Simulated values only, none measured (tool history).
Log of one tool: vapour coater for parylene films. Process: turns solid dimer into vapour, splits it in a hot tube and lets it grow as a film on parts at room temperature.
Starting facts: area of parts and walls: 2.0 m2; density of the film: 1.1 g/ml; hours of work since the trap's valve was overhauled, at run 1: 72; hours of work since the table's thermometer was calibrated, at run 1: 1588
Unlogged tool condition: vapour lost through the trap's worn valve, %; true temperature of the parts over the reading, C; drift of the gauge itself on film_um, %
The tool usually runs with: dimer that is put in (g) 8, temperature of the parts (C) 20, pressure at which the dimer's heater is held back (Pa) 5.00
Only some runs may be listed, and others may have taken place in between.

run   hour  dimer that is put in (g)  temperature of the parts (C)  pressure at which the dimer's heater is held back (Pa)  hours of work since the trap's valve was overhauled  hours of work since the table's thermometer was calibrated  thickness of the film (um)
  1    0.0                         8                            20                                                    5.00                                                   72                                                        1588                        2.45
  2   64.9                         8                            20                                                    5.00                                                  125                                                        1640                        2.40
  3  117.1                         8                            20                                                    5.00                                                  167                                                        1682                        2.31
  4  167.6                         8                            20                                                    5.00                                                  208                                                        1723                        2.23
  5  201.6                         8                            20                                                    5.00                                                  235                                                        1750                        2.23
  6  232.8                         8                            20                                                    5.00                                                  260                                                        1776                        2.15
     276.9  -- trap's valve overhauled
  7  301.0                         8                            20                                                    2.10                                                   19                                                        1827                        2.07
  8  369.7                         8                            17                                                    2.88                                                   75                                                        1883                        2.17
  9  428.3                         8                            29                                                    2.54                                                  122                                                        1930                        1.54
 10  489.5                         7                            20                                                    2.28                                                  172                                                        1980                        1.61
     534.4  -- trap's valve overhauled, once more
 11  554.7                         7                            20                                                    2.28                                                   16                                                        2029                        2.33
     581.2  -- table's thermometer calibrated
 12  588.5                        14                            24                                                    2.87                                                   43                                                           6                        4.14

Run 13 is up next; what results do you expect?
 13  627.1                         7                            20                                                    5.00                                                   74                                                          37                           ?

Run 13 gave thickness of the film (um) 2.15.
With the hidden condition absent and the run-to-run variation left alone, this run would have shown thickness of the film (um) 2.23.

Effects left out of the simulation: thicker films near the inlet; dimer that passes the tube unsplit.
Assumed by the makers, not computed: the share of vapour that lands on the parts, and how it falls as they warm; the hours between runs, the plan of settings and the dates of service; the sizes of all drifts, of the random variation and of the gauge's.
